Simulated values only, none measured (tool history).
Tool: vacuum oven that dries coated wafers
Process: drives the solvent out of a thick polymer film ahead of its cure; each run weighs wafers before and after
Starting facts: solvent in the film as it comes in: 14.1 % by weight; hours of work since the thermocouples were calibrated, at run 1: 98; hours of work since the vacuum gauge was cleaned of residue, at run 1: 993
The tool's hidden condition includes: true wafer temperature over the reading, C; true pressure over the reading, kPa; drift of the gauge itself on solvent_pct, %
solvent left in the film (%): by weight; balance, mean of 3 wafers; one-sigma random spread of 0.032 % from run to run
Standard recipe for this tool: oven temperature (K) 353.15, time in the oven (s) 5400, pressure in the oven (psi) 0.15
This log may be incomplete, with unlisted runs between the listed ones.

run	hour	oven temperature (K)	time in the oven (s)	pressure in the oven (psi)	hours of work since the thermocouples were calibrated	hours of work since the vacuum gauge was cleaned of residue	solvent left in the film (%)
1	0.0	353.15	5400	0.15	98	993	1.61
2	108.8	353.15	5400	0.15	146	1041	1.51
3	171.2	353.15	5400	0.15	173	1068	1.52
4	219.4	353.15	5400	0.15	194	1089	1.59
5	304.4	353.15	5400	0.15	231	1126	1.59
6	351.7	353.15	5400	0.15	251	1146	1.53
7	433.8	353.15	5400	0.15	287	1182	1.48
8	542.4	353.15	5400	0.15	334	1229	1.54
9	598.1	353.15	5400	0.15	358	1253	1.57
10	665.8	353.15	7680	0.15	388	1283	0.97
11	779.1	348.15	7680	0.15	437	1332	1.69
12	871.0	347.15	7380	0.09	477	1372	1.80
13	947.1	347.15	7380	0.09	510	1405	1.75

Run 14 comes next. What will it give?
14	1040.9	340.15	5400	0.07	551	1446	?

Run 14 produced solvent left in the film (%) 5.00.
The same run, on a tool lacking any hidden state, would have yielded solvent left in the film (%) 4.98.
